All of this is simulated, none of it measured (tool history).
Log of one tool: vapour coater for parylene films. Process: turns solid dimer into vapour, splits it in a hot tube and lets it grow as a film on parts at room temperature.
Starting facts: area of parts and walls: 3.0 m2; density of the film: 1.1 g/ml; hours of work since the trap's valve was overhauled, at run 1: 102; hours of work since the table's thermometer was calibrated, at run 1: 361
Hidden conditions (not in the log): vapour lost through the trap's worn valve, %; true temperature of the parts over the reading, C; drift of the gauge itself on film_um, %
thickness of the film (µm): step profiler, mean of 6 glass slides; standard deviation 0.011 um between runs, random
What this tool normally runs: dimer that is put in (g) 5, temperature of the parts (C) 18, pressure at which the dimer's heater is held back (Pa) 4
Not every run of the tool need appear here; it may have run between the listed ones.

run,hour,dimer that is put in (g),temperature of the parts (C),pressure at which the dimer's heater is held back (Pa),hours of work since the trap's valve was overhauled,hours of work since the table's thermometer was calibrated,thickness of the film (µm)
1,0,5,18,4,102,361,0.8
2,42.4,5,18,4,137,397,0.78
3,70.1,5,18,4,161,420,0.79
4,124.5,5,18,4,207,466,0.78
5,161.2,5,18,4,238,497,0.79
6,193.8,5,18,4,265,525,0.79
7,226.4,5,18,4,293,552,0.77
8,267.6,5,18,4,328,587,0.79
9,316.1,5,18,4,368,628,0.75
10,346.4,5,18,4,394,653,0.77
11,399.7,5,18,4,439,698,0.76
12,457.2,5,18,4,488,747,0.73
13,511.9,5,18,4,534,793,0.75
# hour 534.3: trap's valve overhauled
14,558.8,5,18,4,21,829,0.81
# hour 569.4: table's thermometer calibrated
15,591.1,5,18,4,47,18,0.81
16,616.7,5,18,4,69,40,0.82
17,665.1,5,18,4,110,81,0.83
18,701.4,5,18,6.18,140,111,0.79
19,762.2,5,18,4,191,163,0.81
20,799.6,5,18,4,223,194,0.81
21,857,5,16,4,271,243,0.85
22,910,5,16,4,316,287,0.83
23,944,5,16,4,345,316,0.83
24,995.3,3,16,4,388,359,0.51
25,1033.1,4,28,9.26,420,391,0.44
26,1072.4,2,18,2.37,453,425,0.33
27,1105.9,2,18,2.37,482,453,0.31
28,1163.1,7,11,11.25,530,501,1.25
# hour 1190.1: trap's valve overhauled
29,1208.9,7,11,11.25,16,536,1.33
30,1267.4,8,17,7.46,65,586,1.28
31,1299.9,8,17,7.46,93,613,1.28
32,1331.1,4,21,11.84,119,639,0.53
33,1374,9,13,11.84,155,676,1.57
34,1431.3,9,21,8.1,204,724,1.25
35,1484.3,4,21,8.29,248,769,0.55
36,1521,5,21,8.29,279,800,0.68
37,1552.5,3,25,3.47,306,826,0.38
# hour 1563.7: table's thermometer calibrated
38,1602.4,3,25,3.47,347,33,0.39
39,1630,5,19,3.92,370,56,0.78
40,1688.5,3,14,4,420,105,0.52
41,1738.2,5,23,4,462,147,0.69
42,1780.3,7,15,9.99,497,183,1.13
43,1818.8,2,18,2.33,530,215,0.31
# hour 1850.7: trap's valve overhauled
44,1865.7,2,13,10.07,13,251,0.36
45,1906.8,9,18,4,47,286,1.46
46,1949.6,5,18,4.71,83,322,0.79

Hidden state or all else? Some run-to-run changes of thickness of the film (µm), split into what the settings, what came in and random variation would give without the hidden state, and what is left for the hidden state (with any gauge scatter that isn't in both results):
Run 13 -> 14: trap's valve overhauled. thickness of the film (µm) +0.06: hidden state +0.06, all else +0.
Run 27 -> 28: dimer that is put in (g) 2 -> 7, temperature of the parts (C) 18 -> 11, pressure at which the dimer's heater is held back (Pa) 2.37 -> 11.25. thickness of the film (µm) +0.94: hidden state -0.08, all else +1.02.
Run 28 -> 29: trap's valve overhauled. thickness of the film (µm) +0.08: hidden state +0.07, all else +0.01.
Run 32 -> 33: dimer that is put in (g) 4 -> 9, temperature of the parts (C) 21 -> 13. thickness of the film (µm) +1.04: hidden state -0.04, all else +1.08.
Run 44 -> 45: dimer that is put in (g) 2 -> 9, temperature of the parts (C) 13 -> 18, pressure at which the dimer's heater is held back (Pa) 10.07 -> 4. thickness of the film (µm) +1.1: hidden state -0.02, all else +1.12.
